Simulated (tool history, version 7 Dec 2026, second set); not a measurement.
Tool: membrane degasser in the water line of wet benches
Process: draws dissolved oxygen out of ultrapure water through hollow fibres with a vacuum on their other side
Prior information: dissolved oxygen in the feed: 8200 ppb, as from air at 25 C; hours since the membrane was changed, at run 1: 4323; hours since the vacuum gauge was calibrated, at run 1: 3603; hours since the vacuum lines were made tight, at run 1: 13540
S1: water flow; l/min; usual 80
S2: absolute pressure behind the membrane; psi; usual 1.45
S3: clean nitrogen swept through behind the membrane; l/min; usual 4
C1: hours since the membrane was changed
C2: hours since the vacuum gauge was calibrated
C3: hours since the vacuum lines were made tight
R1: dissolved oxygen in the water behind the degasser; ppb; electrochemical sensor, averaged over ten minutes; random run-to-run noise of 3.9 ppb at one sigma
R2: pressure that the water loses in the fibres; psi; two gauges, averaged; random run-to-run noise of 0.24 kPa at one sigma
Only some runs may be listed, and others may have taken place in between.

| run | hour | S1 | S2 | S3 | C1 | C2 | C3 | R1 | R2 |
|---|---|---|---|---|---|---|---|---|---|
| 1 | 0 | 80 | 1.45 | 4 | 4323 | 3603 | 13540 | 395 | 8.779 |
| 2 | 168.4 | 80 | 1.45 | 4 | 4492 | 3772 | 13708 | 391.7 | 8.752 |
|  | 252.2 | seals of the vacuum lines changed |
| 3 | 341.7 | 80 | 1.45 | 4 | 4663 | 3943 | 89 | 393 | 8.733 |
| 4 | 424.4 | 80 | 1.45 | 4 | 4746 | 4026 | 172 | 384 | 8.783 |
| 5 | 557.1 | 80 | 1.45 | 4 | 4878 | 4158 | 305 | 384.5 | 8.817 |
| 6 | 670.6 | 80 | 1.45 | 4.87 | 4992 | 4272 | 418 | 341.5 | 8.763 |
| 7 | 838.2 | 80 | 1.45 | 4.87 | 5160 | 4440 | 586 | 344.2 | 8.77 |
| 8 | 950.5 | 80 | 1.45 | 4.87 | 5272 | 4552 | 698 | 343 | 8.721 |
| 9 | 1029.4 | 80 | 1.45 | 4.87 | 5351 | 4631 | 777 | 342.7 | 8.84 |
| 10 | 1099.4 | 80 | 1.45 | 4.87 | 5421 | 4701 | 847 | 347.9 | 8.731 |
| 11 | 1210.8 | 80 | 1.45 | 4.87 | 5532 | 4812 | 959 | 342.9 | 8.754 |
| 12 | 1304.8 | 80 | 1.45 | 4 | 5626 | 4906 | 1053 | 390.3 | 8.741 |
| 13 | 1374.7 | 80 | 1.45 | 4 | 5696 | 4976 | 1122 | 391.5 | 8.779 |
| 14 | 1532 | 80 | 1.45 | 4 | 5853 | 5133 | 1280 | 380.9 | 8.77 |
| 15 | 1638.5 | 80 | 1.45 | 4 | 5960 | 5240 | 1386 | 382.4 | 8.791 |
| 16 | 1802.4 | 80 | 1.45 | 4 | 6124 | 5404 | 1550 | 384.2 | 8.795 |
| 17 | 1947.6 | 80 | 1.45 | 4 | 6269 | 5549 | 1695 | 385.6 | 8.775 |
| 18 | 2039.1 | 82 | 1.12 | 8.74 | 6360 | 5640 | 1787 | 206.7 | 8.975 |
| 19 | 2141.3 | 82 | 1.13 | 9.19 | 6463 | 5743 | 1889 | 207.4 | 8.987 |
| 20 | 2285.9 | 82 | 1.13 | 9.19 | 6607 | 5887 | 2034 | 209.5 | 8.997 |
|  | 2338.8 | vacuum gauge calibrated |
| 21 | 2381.3 | 106 | 1.13 | 9.19 | 6702 | 42 | 2129 | 384 | 11.652 |
| 22 | 2463.5 | 106 | 1.13 | 9.19 | 6784 | 125 | 2211 | 377.2 | 11.61 |
| 23 | 2543.8 | 80 | 3.57 | 3.66 | 6865 | 205 | 2291 | 1017.1 | 8.762 |
| 24 | 2638.2 | 97 | 3.57 | 3.66 | 6959 | 299 | 2386 | 1238.6 | 10.631 |
| 25 | 2804.1 | 97 | 3.57 | 2.22 | 7125 | 465 | 2551 | 1679.1 | 10.678 |
| 26 | 2916.9 | 61 | 2.19 | 3.24 | 7238 | 578 | 2664 | 504.7 | 6.659 |
| 27 | 3065.6 | 124 | 1.77 | 3.24 | 7386 | 727 | 2813 | 1012.9 | 13.535 |
| 28 | 3183.9 | 124 | 1.77 | 4.44 | 7505 | 845 | 2931 | 866.8 | 13.619 |
| 29 | 3288.2 | 124 | 1.77 | 4.44 | 7609 | 949 | 3036 | 868.1 | 13.568 |
| 30 | 3414.8 | 80 | 1.45 | 3.42 | 7736 | 1076 | 3162 | 434.3 | 8.76 |
| 31 | 3517.8 | 80 | 1.45 | 3.42 | 7839 | 1179 | 3265 | 425.4 | 8.728 |
| 32 | 3663.8 | 80 | 1.78 | 6.53 | 7985 | 1325 | 3411 | 350.3 | 8.746 |

3 options for the next run, each taken on its own from the tool as it stands now. Forecast them:
| A | 3748.6 | 117 | 1.78 | 8.36 | 8069 | 1410 | 3496 | ? | ? |
| B | 3748.6 | 80 | 1.8 | 2.99 | 8069 | 1410 | 3496 | ? | ? |
| C | 3748.6 | 92 | 1.45 | 4 | 8069 | 1410 | 3496 | ? | ? |

| run | R1 | R2 |
|---|---|---|
| A | 608.2 | 12.746 |
| B | 599.8 | 8.733 |
| C | 485.7 | 10.006 |
Without the tool's hidden state the same runs would have given:
| run | R1 | R2 |
|---|---|---|
| A | 607.6 | 12.74 |
| B | 599.5 | 8.728 |
| C | 485.3 | 10 |
